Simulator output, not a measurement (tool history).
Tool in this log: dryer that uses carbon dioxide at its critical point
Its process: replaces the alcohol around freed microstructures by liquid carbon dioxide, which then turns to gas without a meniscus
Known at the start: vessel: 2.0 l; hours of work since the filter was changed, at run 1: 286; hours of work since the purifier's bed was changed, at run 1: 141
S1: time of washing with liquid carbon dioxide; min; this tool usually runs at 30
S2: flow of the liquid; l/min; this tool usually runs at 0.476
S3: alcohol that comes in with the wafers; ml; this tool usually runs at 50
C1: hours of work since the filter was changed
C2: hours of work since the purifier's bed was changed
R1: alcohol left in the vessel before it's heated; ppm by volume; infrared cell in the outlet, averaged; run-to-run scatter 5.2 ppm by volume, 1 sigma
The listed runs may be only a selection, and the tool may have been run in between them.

| run | hour | S1 | S2 | S3 | C1 | C2 | R1 |
|---|---|---|---|---|---|---|---|
| 1 | 0 | 30 | 0.476 | 50 | 286 | 141 | 269 |
| 2 | 7 | 30 | 0.476 | 50 | 289 | 143 | 265 |
| 3 | 15.3 | 30 | 0.374 | 50 | 292 | 146 | 730 |
| 4 | 23.9 | 30 | 0.372 | 50 | 295 | 149 | 731 |
| 5 | 29.8 | 19 | 0.476 | 50 | 297 | 151 | 1384 |
|  | 40 | inlet filter changed |
| 6 | 43.3 | 30 | 0.476 | 69 | 1 | 156 | 187 |
| 7 | 50.7 | 30 | 0.476 | 51 | 4 | 158 | 156 |
| 8 | 59.4 | 30 | 0.476 | 51 | 7 | 162 | 138 |
| 9 | 72.5 | 30 | 0.476 | 51 | 11 | 166 | 145 |
| 10 | 83.1 | 30 | 0.476 | 51 | 15 | 170 | 153 |
| 11 | 92.1 | 30 | 0.476 | 51 | 18 | 173 | 162 |
| 12 | 100 | 30 | 0.308 | 50 | 21 | 176 | 863 |
| 13 | 109.9 | 27 | 0.308 | 50 | 25 | 179 | 1209 |
| 14 | 118.3 | 27 | 0.308 | 71 | 28 | 182 | 1725 |
| 15 | 127.1 | 18 | 0.476 | 50 | 31 | 185 | 1000 |
| 16 | 137.1 | 27 | 0.476 | 39 | 34 | 189 | 194 |
| 17 | 148.2 | 27 | 0.476 | 39 | 38 | 193 | 207 |
| 18 | 153.9 | 27 | 0.476 | 39 | 40 | 195 | 202 |
| 19 | 160.2 | 27 | 0.476 | 39 | 42 | 197 | 195 |
| 20 | 170.6 | 40 | 0.315 | 52 | 46 | 201 | 315 |
| 21 | 179.9 | 21 | 0.476 | 74 | 49 | 204 | 871 |
| 22 | 187.4 | 48 | 0.398 | 37 | 52 | 207 | 73 |
| 23 | 200.4 | 20 | 0.439 | 22 | 57 | 211 | 476 |
| 24 | 210.8 | 30 | 0.527 | 84 | 60 | 215 | 167 |
| 25 | 223.6 | 31 | 0.476 | 50 | 65 | 219 | 165 |
| 26 | 229.6 | 23 | 0.481 | 20 | 67 | 221 | 224 |
| 27 | 239.4 | 23 | 0.335 | 53 | 70 | 225 | 1705 |
| 28 | 245.1 | 25 | 0.476 | 21 | 72 | 227 | 191 |
| 29 | 254.8 | 27 | 0.476 | 67 | 76 | 230 | 355 |

Below, each run's measurement less what the same run would have read without the hidden state. Both values contain the same run-to-run variation, but the gauge's scatter may not be the same in both:
Hidden state at play: flow that reaches the vessel past the clogged filter, %; alcohol in the recycled carbon dioxide, ppm; drift of the gauge itself on alcohol_ppm, %.
| run | R1 |
|---|---|
| 1 | +172 |
| 2 | +169 |
| 3 | +378 |
| 4 | +378 |
| 5 | +625 |
| 6 | +44 |
| 7 | +46 |
| 8 | +46 |
| 9 | +49 |
| 10 | +51 |
| 11 | +55 |
| 12 | +83 |
| 13 | +100 |
| 14 | +135 |
| 15 | +106 |
| 16 | +65 |
| 17 | +67 |
| 18 | +69 |
| 19 | +70 |
| 20 | +84 |
| 21 | +138 |
| 22 | +59 |
| 23 | +101 |
| 24 | +81 |
| 25 | +78 |
| 26 | +85 |
| 27 | +238 |
| 28 | +84 |
| 29 | +117 |
